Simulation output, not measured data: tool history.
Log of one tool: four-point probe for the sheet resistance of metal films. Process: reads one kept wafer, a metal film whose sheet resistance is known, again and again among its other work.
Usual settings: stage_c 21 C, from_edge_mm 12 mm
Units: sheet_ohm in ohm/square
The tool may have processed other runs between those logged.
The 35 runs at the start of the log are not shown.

run	hour	stage_c	from_edge_mm	touches since the probe head was changed	hours of work since the stage's thermometer was calibrated	sheet_ohm
36	2734.5	26	8	14112	897	1.776794
37	2794.8	22	16	15540	933	1.761089
38	2853.6	22	16	16933	969	1.760414
39	2909.4	29	16	18256	1003	1.757301
40	2952.8	33	38	19284	1029	1.751825
41	3048.5	19	47	21551	1088	1.756586
42	3108.5	19	47	22973	1124	1.756518
43	3179.6	19	47	24658	1167	1.756534
44	3264.8	18	4	26678	1219	1.847074
45	3363.2	18	4	29009	1279	1.847479

Consider 3 possible next runs. They are alternatives, not a sequence: every one starts from the tool as it was left by run 45. What does each give?
A	3411.1	19	13	30145	1308	?
B	3411.1	31	15	30145	1308	?
C	3411.1	21	37	30145	1308	?

run	sheet_ohm
A	1.765328
B	1.757362
C	1.756208
The same runs, with their run-to-run variation unchanged, on a tool lacking any hidden condition would have given:
run	sheet_ohm
A	1.767391
B	1.759518
C	1.758279
